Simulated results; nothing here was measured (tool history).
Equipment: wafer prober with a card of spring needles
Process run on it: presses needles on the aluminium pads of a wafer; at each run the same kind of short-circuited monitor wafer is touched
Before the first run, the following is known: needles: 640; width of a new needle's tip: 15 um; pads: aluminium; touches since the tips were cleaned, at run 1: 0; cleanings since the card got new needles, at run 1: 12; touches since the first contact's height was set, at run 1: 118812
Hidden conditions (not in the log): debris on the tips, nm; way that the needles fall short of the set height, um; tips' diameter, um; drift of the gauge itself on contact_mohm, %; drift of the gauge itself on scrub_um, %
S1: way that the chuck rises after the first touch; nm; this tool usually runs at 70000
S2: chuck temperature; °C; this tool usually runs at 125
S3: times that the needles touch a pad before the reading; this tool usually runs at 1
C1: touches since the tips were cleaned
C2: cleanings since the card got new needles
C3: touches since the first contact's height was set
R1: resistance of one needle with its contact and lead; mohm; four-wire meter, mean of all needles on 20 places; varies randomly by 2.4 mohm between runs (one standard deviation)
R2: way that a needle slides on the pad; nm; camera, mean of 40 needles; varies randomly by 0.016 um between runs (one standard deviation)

run   hour     S1   S2  S3    C1  C2      C3   R1     R2
  1    0.0  70000  125   1     0  12  118812  295  17690
  2    7.2  70000  125   1  3959  12  122771  314  17690
  3   14.2  70000  125   1  7804  12  126616  316  17740
      15.6  -- tips cleaned on abrasive film
  4   22.0  70000  125   1  3514  13  130870  315  17680
      26.4  -- height of the first contact set anew
  5   29.5  70000  125   1  7475  13    1692  317  17890
      31.6  -- tips cleaned on abrasive film
      36.3  -- tips cleaned on abrasive film, once more
  6   38.9  70000  125   1  1435  15    6803  307  17850
  7   45.0  70000  125   1  4795  15   10163  316  17870
      52.1  -- tips cleaned on abrasive film
  8   52.8  70000  125   1   403  16   14381  298  17840
  9   63.4  70000  125   1  6237  16   20215  316  17830
      68.1  -- tips cleaned on abrasive film
 10   73.0  70000  125   2  2716  17   25470  304  17840
 11   82.4  70000  125   2  7875  17   30629  305  17820
      84.4  -- tips cleaned on abrasive film
 12   93.0  70000  125   2  4735  18   36454  303  17830
      99.9  -- tips cleaned on abrasive film
 13  103.0  70000  125   2  1757  19   41918  300  17790
 14  110.9  70000  125   2  6079  19   46240  307  17800
     115.6  -- tips cleaned on abrasive film
 15  116.5  70000  125   1   505  20   49281  298  17810
 16  125.8  70000  125   1  5619  20   54395  314  17810
     131.6  -- tips cleaned on abrasive film
 17  135.0  79000   59   2  1886  21   59413  284  20080
 18  144.5  66000  125   1  7158  21   64685  318  16780
     147.6  -- tips cleaned on abrasive film
 19  149.8  52000  125   1  1227  22   67516  316  13160
 20  154.6  67000   50   1  3901  22   70190  299  17020
 21  161.3  67000   50   1  7559  22   73848  301  16980
     163.2  -- tips cleaned on abrasive film
 22  166.5  58000   60   1  1796  23   76667  298  14690
 23  173.8  68000   29   3  5836  23   80707  276  17220
     178.9  -- tips cleaned on abrasive film
 24  178.9  80000   29   3     0  24   83455  266  20300
 25  187.6  87000  125   3  4770  24   88225  296  22070
     195.0  -- tips cleaned on abrasive film
 26  198.6  87000  103   2  1973  25   94234  294  22050
 27  208.5  70000  125   1  7453  25   99714  319  17730
     210.8  -- tips cleaned on abrasive film
 28  217.3  53000   30   3  3587  26  104522  280  13360
 29  223.4  53000   30   2  6924  26  107859  297  13360
     226.9  -- tips cleaned on abrasive film
 30  230.2  53000   30   2  1791  27  111560  284  13350
 31  238.3  53000   30   2  6249  27  116018  298  13340
     243.1  -- tips cleaned on abrasive film
 32  243.4  70000   30   2   159  28  118765  270  17670

Table of differences, measured result less the result of that run with no hidden state. Run-to-run variation is the same in both. Gauge scatter possibly is not:
run   R1    R2
  1   +2  -180
  2  +22  -170
  3  +25  -170
  4  +25  -220
  5  +24    +0
  6  +15   -30
  7  +24   -30
  8   +6   -40
  9  +24   -50
 10  +12   -50
 11  +15   -60
 12  +14   -70
 13  +10   -80
 14  +15   -80
 15   +8   -90
 16  +24   -90
 17   +9  -100
 18  +27  -100
 19  +21  -120
 20  +27  -120
 21  +30  -120
 22  +25  -140
 23  +11  -140
 24   +1  -150
 25   +6  -150
 26   +9  -170
 27  +26  -170
 28  +15  -180
 29  +27  -180
 30  +19  -190
 31  +27  -200
 32   +3  -210
